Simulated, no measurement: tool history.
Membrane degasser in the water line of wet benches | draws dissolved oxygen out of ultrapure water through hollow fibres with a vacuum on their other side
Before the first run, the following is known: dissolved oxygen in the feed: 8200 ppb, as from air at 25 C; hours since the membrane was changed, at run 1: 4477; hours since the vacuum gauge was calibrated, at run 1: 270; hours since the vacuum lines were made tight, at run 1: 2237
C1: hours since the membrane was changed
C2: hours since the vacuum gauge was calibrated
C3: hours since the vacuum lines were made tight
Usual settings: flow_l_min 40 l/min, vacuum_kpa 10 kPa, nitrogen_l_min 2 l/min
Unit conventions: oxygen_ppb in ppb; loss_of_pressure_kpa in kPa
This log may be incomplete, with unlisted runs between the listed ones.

{"run": 1, "hour": 0.0, "flow_l_min": 40, "vacuum_kpa": 10, "nitrogen_l_min": 2, "C1": 4477, "C2": 270, "C3": 2237, "oxygen_ppb": 307.8, "loss_of_pressure_kpa": 42.26}
{"run": 2, "hour": 186.0, "flow_l_min": 40, "vacuum_kpa": 10, "nitrogen_l_min": 2, "C1": 4663, "C2": 456, "C3": 2423, "oxygen_ppb": 311.4, "loss_of_pressure_kpa": 42.15}
{"run": 3, "hour": 307.2, "flow_l_min": 40, "vacuum_kpa": 7.4, "nitrogen_l_min": 2, "C1": 4785, "C2": 577, "C3": 2544, "oxygen_ppb": 198.4, "loss_of_pressure_kpa": 42.06}
{"run": 4, "hour": 449.0, "flow_l_min": 40, "vacuum_kpa": 7.4, "nitrogen_l_min": 2, "C1": 4926, "C2": 719, "C3": 2686, "oxygen_ppb": 198.7, "loss_of_pressure_kpa": 42.11}
{"run": 5, "hour": 636.3, "flow_l_min": 40, "vacuum_kpa": 7.4, "nitrogen_l_min": 2, "C1": 5114, "C2": 906, "C3": 2873, "oxygen_ppb": 199.5, "loss_of_pressure_kpa": 42.37}
{"run": 6, "hour": 791.9, "flow_l_min": 40, "vacuum_kpa": 10, "nitrogen_l_min": 2, "C1": 5269, "C2": 1062, "C3": 3028, "oxygen_ppb": 310.8, "loss_of_pressure_kpa": 42.4}
{"run": 7, "hour": 957.8, "flow_l_min": 40, "vacuum_kpa": 17, "nitrogen_l_min": 2, "C1": 5435, "C2": 1228, "C3": 3194, "oxygen_ppb": 592.3, "loss_of_pressure_kpa": 42.23}
{"run": 8, "hour": 1104.4, "flow_l_min": 40, "vacuum_kpa": 10, "nitrogen_l_min": 1.86, "C1": 5582, "C2": 1374, "C3": 3341, "oxygen_ppb": 332.9, "loss_of_pressure_kpa": 42.4}
{"hour": 1119.7, "done": "vacuum gauge calibrated"}
{"run": 9, "hour": 1230.4, "flow_l_min": 40, "vacuum_kpa": 10, "nitrogen_l_min": 1.86, "C1": 5707, "C2": 111, "C3": 3466, "oxygen_ppb": 330.1, "loss_of_pressure_kpa": 42.08}
{"run": 10, "hour": 1372.9, "flow_l_min": 50, "vacuum_kpa": 10, "nitrogen_l_min": 3.23, "C1": 5850, "C2": 253, "C3": 3609, "oxygen_ppb": 270, "loss_of_pressure_kpa": 52.92}
{"run": 11, "hour": 1479.8, "flow_l_min": 32, "vacuum_kpa": 10, "nitrogen_l_min": 3.3, "C1": 5957, "C2": 360, "C3": 3716, "oxygen_ppb": 164.3, "loss_of_pressure_kpa": 34.07}
{"run": 12, "hour": 1567.2, "flow_l_min": 39, "vacuum_kpa": 10, "nitrogen_l_min": 2, "C1": 6044, "C2": 448, "C3": 3803, "oxygen_ppb": 309.1, "loss_of_pressure_kpa": 41.31}
{"hour": 1704.2, "done": "vacuum gauge calibrated, once more"}
{"run": 13, "hour": 1704.2, "flow_l_min": 39, "vacuum_kpa": 13.5, "nitrogen_l_min": 2, "C1": 6181, "C2": 0, "C3": 3940, "oxygen_ppb": 441.1, "loss_of_pressure_kpa": 41.39}
{"run": 14, "hour": 1809.4, "flow_l_min": 40, "vacuum_kpa": 10, "nitrogen_l_min": 1.85, "C1": 6286, "C2": 105, "C3": 4045, "oxygen_ppb": 333.1, "loss_of_pressure_kpa": 42.7}
{"run": 15, "hour": 1908.7, "flow_l_min": 50, "vacuum_kpa": 10, "nitrogen_l_min": 1.36, "C1": 6385, "C2": 204, "C3": 4144, "oxygen_ppb": 518.1, "loss_of_pressure_kpa": 53.39}
{"run": 16, "hour": 2094.3, "flow_l_min": 50, "vacuum_kpa": 15.3, "nitrogen_l_min": 1.92, "C1": 6571, "C2": 390, "C3": 4330, "oxygen_ppb": 668, "loss_of_pressure_kpa": 53.39}

Run 17 has not been measured yet. What should we expect?
{"run": 17, "hour": 2266.7, "flow_l_min": 32, "vacuum_kpa": 16, "nitrogen_l_min": 5.29, "C1": 6743, "C2": 563, "C3": 4502, "oxygen_ppb": "?", "loss_of_pressure_kpa": "?"}

oxygen_ppb: 192 ppb
loss_of_pressure_kpa: 33.86 kPa
Had the tool carried no hidden state, the very same run would have given oxygen_ppb 185.5 ppb, loss_of_pressure_kpa 32.22 kPa.
